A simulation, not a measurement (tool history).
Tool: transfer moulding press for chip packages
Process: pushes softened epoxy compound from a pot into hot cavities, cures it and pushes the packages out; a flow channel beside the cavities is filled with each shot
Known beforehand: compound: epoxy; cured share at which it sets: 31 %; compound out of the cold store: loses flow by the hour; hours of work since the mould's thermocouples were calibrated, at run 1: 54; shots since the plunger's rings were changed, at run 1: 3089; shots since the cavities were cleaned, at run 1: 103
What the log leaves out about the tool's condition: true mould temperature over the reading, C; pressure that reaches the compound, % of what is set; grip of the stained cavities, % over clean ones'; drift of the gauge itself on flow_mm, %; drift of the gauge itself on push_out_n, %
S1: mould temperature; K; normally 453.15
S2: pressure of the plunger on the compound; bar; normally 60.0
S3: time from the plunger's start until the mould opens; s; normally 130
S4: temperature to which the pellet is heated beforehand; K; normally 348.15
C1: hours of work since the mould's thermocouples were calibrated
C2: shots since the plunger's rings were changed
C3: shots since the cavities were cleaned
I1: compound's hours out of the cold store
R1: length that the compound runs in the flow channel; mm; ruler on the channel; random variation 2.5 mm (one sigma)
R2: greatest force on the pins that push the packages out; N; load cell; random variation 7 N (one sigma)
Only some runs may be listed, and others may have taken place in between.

{"run": 1, "hour": 0.0, "S1": 453.15, "S2": 60.0, "S3": 130, "S4": 348.15, "C1": 54, "C2": 3089, "C3": 103, "I1": 20.7, "R1": 603, "R2": 346}
{"run": 2, "hour": 30.2, "S1": 453.15, "S2": 60.0, "S3": 141, "S4": 348.15, "C1": 67, "C2": 3263, "C3": 277, "I1": 47.5, "R1": 563, "R2": 415}
{"run": 3, "hour": 55.5, "S1": 453.15, "S2": 60.0, "S3": 141, "S4": 342.15, "C1": 77, "C2": 3409, "C3": 423, "I1": 39.4, "R1": 577, "R2": 480}
{"run": 4, "hour": 79.4, "S1": 453.15, "S2": 60.0, "S3": 141, "S4": 342.15, "C1": 87, "C2": 3546, "C3": 560, "I1": 8.6, "R1": 612, "R2": 525}
{"run": 5, "hour": 104.5, "S1": 453.15, "S2": 60.0, "S3": 141, "S4": 342.15, "C1": 97, "C2": 3691, "C3": 705, "I1": 30.8, "R1": 584, "R2": 550}
{"run": 6, "hour": 129.4, "S1": 453.15, "S2": 55.9, "S3": 130, "S4": 348.15, "C1": 107, "C2": 3833, "C3": 847, "I1": 35.6, "R1": 561, "R2": 630}
{"hour": 145.3, "done": "cavities cleaned with cleaning compound and waxed"}
{"run": 7, "hour": 154.9, "S1": 447.15, "S2": 60.0, "S3": 130, "S4": 348.15, "C1": 117, "C2": 3972, "C3": 55, "I1": 39.3, "R1": 592, "R2": 432}
{"run": 8, "hour": 169.3, "S1": 446.15, "S2": 57.9, "S3": 167, "S4": 351.15, "C1": 123, "C2": 4055, "C3": 138, "I1": 42.8, "R1": 584, "R2": 378}
{"hour": 189.6, "done": "plunger's sealing rings changed"}
{"run": 9, "hour": 205.0, "S1": 446.15, "S2": 57.9, "S3": 167, "S4": 351.15, "C1": 137, "C2": 89, "C3": 329, "I1": 36.0, "R1": 611, "R2": 444}
{"run": 10, "hour": 233.2, "S1": 453.15, "S2": 60.0, "S3": 130, "S4": 346.15, "C1": 148, "C2": 251, "C3": 491, "I1": 12.0, "R1": 629, "R2": 521}
{"run": 11, "hour": 263.8, "S1": 453.15, "S2": 51.7, "S3": 134, "S4": 348.15, "C1": 161, "C2": 427, "C3": 667, "I1": 20.6, "R1": 568, "R2": 571}
{"run": 12, "hour": 289.1, "S1": 453.15, "S2": 71.7, "S3": 113, "S4": 348.15, "C1": 171, "C2": 573, "C3": 813, "I1": 9.5, "R1": 687, "R2": 689}
{"run": 13, "hour": 307.9, "S1": 460.15, "S2": 68.4, "S3": 155, "S4": 354.15, "C1": 179, "C2": 681, "C3": 921, "I1": 17.5, "R1": 633, "R2": 582}

What if the next run were any one of these 4? Each begins from the tool's condition after run 13:
{"hour": 311.7, "done": "cavities cleaned with cleaning compound and waxed"}
{"run": "A", "hour": 334.7, "S1": 453.15, "S2": 61.5, "S3": 130, "S4": 348.15, "C1": 189, "C2": 827, "C3": 133, "I1": 19.4, "R1": "?", "R2": "?"}
{"hour": 311.7, "done": "cavities cleaned with cleaning compound and waxed"}
{"run": "B", "hour": 334.7, "S1": 450.15, "S2": 48.9, "S3": 115, "S4": 354.15, "C1": 189, "C2": 827, "C3": 133, "I1": 33.6, "R1": "?", "R2": "?"}
{"hour": 311.7, "done": "cavities cleaned with cleaning compound and waxed"}
{"run": "C", "hour": 334.7, "S1": 453.15, "S2": 60.0, "S3": 120, "S4": 348.15, "C1": 189, "C2": 827, "C3": 133, "I1": 23.0, "R1": "?", "R2": "?"}
{"hour": 311.7, "done": "cavities cleaned with cleaning compound and waxed"}
{"run": "D", "hour": 334.7, "S1": 453.15, "S2": 60.0, "S3": 130, "S4": 340.15, "C1": 189, "C2": 827, "C3": 133, "I1": 41.3, "R1": "?", "R2": "?"}

run=A R1=621 R2=394
run=B R1=545 R2=487
run=C R1=608 R2=405
run=D R1=583 R2=390
Had the tool no hidden state, the same runs would have come out as:
run=A R1=626 R2=298
run=B R1=549 R2=369
run=C R1=612 R2=305
run=D R1=587 R2=296
